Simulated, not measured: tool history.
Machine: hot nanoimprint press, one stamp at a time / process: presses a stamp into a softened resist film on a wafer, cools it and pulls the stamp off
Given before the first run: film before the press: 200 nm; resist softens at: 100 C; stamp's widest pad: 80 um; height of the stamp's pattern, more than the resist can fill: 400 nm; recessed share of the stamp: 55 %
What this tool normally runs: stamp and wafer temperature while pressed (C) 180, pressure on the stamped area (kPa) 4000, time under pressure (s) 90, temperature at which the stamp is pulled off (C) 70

run	hour	stamp and wafer temperature while pressed (C)	pressure on the stamped area (kPa)	time under pressure (s)	temperature at which the stamp is pulled off (C)	resist left under the stamp's widest pad (angstrom)	greatest force while the stamp is pulled off (N)
1	0	180	4000	90	70	800	189
2	27	173	4000	90	70	990	187
3	43.6	173	4000	90	70	988	194
4	76.4	180	4000	90	70	799	185
5	102.5	180	4000	90	70	803	192
6	119.9	180	4000	90	70	804	191
7	149	180	4000	90	70	797	192
8	166.8	180	4000	90	70	800	190
9	188.1	180	4000	90	70	807	188
# hour 211.6: stamp cleaned and given a new release coat
10	211.6	180	4000	90	70	805	191
11	228.6	180	4000	90	70	807	189
12	245.5	180	4000	90	70	803	188
13	269.7	180	4000	90	70	803	191
14	284.9	180	4000	90	70	811	192
15	316.2	180	4000	90	72	808	184
16	348.4	180	5700	90	72	667	182
17	383.5	173	3490	63	71	1177	187
18	404.8	173	3490	63	71	1181	184
# hour 426.4: stamp cleaned and given a new release coat
19	441.2	179	4960	53	70	908	188
20	459.3	188	3690	132	71	564	185
21	488.7	188	3690	75	63	714	210
22	504.6	180	4000	142	66	673	199
23	522.8	180	4000	142	66	665	206
24	539.3	180	3450	142	66	710	203
25	561.3	180	3450	142	66	723	202
26	576.8	180	3450	142	66	723	203
27	604.4	180	5930	142	69	549	195
# hour 621.9: plate thermocouple calibrated
28	630	184	5800	78	64	638	210
# hour 644.8: stamp cleaned and given a new release coat
29	655.9	170	3190	120	64	1083	209
30	689.4	170	3190	120	64	1071	210
31	723.3	170	6200	120	58	802	226

Predict each of these 3 candidate next runs independently; none follows another, all start after run 31:
# hour 744.3: press's hydraulic seals changed and the load cell set to zero
A	757.2	170	6200	133	69	?	?
# hour 744.3: press's hydraulic seals changed and the load cell set to zero
B	757.2	185	4000	90	71	?	?
# hour 744.3: press's hydraulic seals changed and the load cell set to zero
C	757.2	172	6200	63	58	?	?

run	resist left under the stamp's widest pad (angstrom)	greatest force while the stamp is pulled off (N)
A	770	191
B	693	185
C	953	231
Without the tool's hidden state the same runs would have given:
run	resist left under the stamp's widest pad (angstrom)	greatest force while the stamp is pulled off (N)
A	771	191
B	694	184
C	954	231
